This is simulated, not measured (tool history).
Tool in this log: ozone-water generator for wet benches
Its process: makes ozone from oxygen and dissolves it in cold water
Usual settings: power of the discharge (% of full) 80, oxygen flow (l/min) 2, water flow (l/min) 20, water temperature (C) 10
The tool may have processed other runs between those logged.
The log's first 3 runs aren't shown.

run	hour	power of the discharge (% of full)	oxygen flow (l/min)	water flow (l/min)	water temperature (C)	hours of work since the electrodes were changed	hours of work since the contactor was cleaned	hours of work since the thermometer was calibrated	dissolved ozone (ppm)	ozone in the gas ahead of the water (g/m3)
4	118.3	80	2	17	10	1404	3743	2461	18.8	245.7
5	145.7	80	2	17	10	1426	3766	2484	19.1	244.3
6	174.6	80	2	17	10	1450	3789	2507	19.1	244.9
7	218.5	79	2	20	10	1486	3825	2543	16.3	241.2
8	255.5	79	2	20	10	1516	3855	2573	16.3	240.4
9	285.4	79	2	20	10	1541	3880	2598	16.4	240.9
10	334.5	79	2	20	10	1581	3920	2638	16.5	239.6
11	367.2	80	1.64	20	10	1607	3947	2664	15.5	272.2
12	411.2	80	1.26	20	10	1643	3982	2700	14	309.1
13	445.8	80	1.26	20	5	1672	4011	2729	14.3	308.1
14	483.5	80	1.26	20	5	1702	4042	2759	14.4	306
# hour 493.6: water thermometer calibrated
15	518.6	80	1.26	20	5	1731	4070	20	14.4	306.7
16	548.9	48	1.26	20	5	1755	4095	45	11.1	235.3
17	575.8	48	1.26	20	5	1777	4117	67	11	236.2
18	602.5	80	2.96	20	10	1799	4138	89	18	196.7
19	650.9	76	2.96	20	10	1839	4178	128	17.4	192.4
20	681.1	53	3.29	13	16	1863	4202	153	19.4	149.3
21	703.1	53	3.29	13	16	1881	4221	171	19	149.2
22	737.5	53	3.37	12	7	1909	4249	199	23.2	147.1
23	771.3	53	3.37	12	7	1937	4276	227	22.9	147
# hour 796.9: contactor cleaned
24	801.4	63	1.25	17	7	1958	4	248	14.8	270.8
25	845.8	63	1.25	17	7	1995	40	284	14.8	267.9
# hour 849.1: gauge calibrated
26	892.1	47	2.57	12	10	2032	78	322	20.1	161.5
27	921.5	59	2	32	10	2056	102	346	8.9	209.5
28	959.1	80	2.2	21	6	2087	132	377	16.5	233

Forecast run 29:
29	1006.8	80	2.2	21	6	2126	171	416	?	?

For run 29 the tool returned dissolved ozone (ppm) 16.6, ozone in the gas ahead of the water (g/m3) 231.1.
With the hidden condition absent and the run-to-run variation left alone, this run would have shown dissolved ozone (ppm) 16.6, ozone in the gas ahead of the water (g/m3) 232.6.
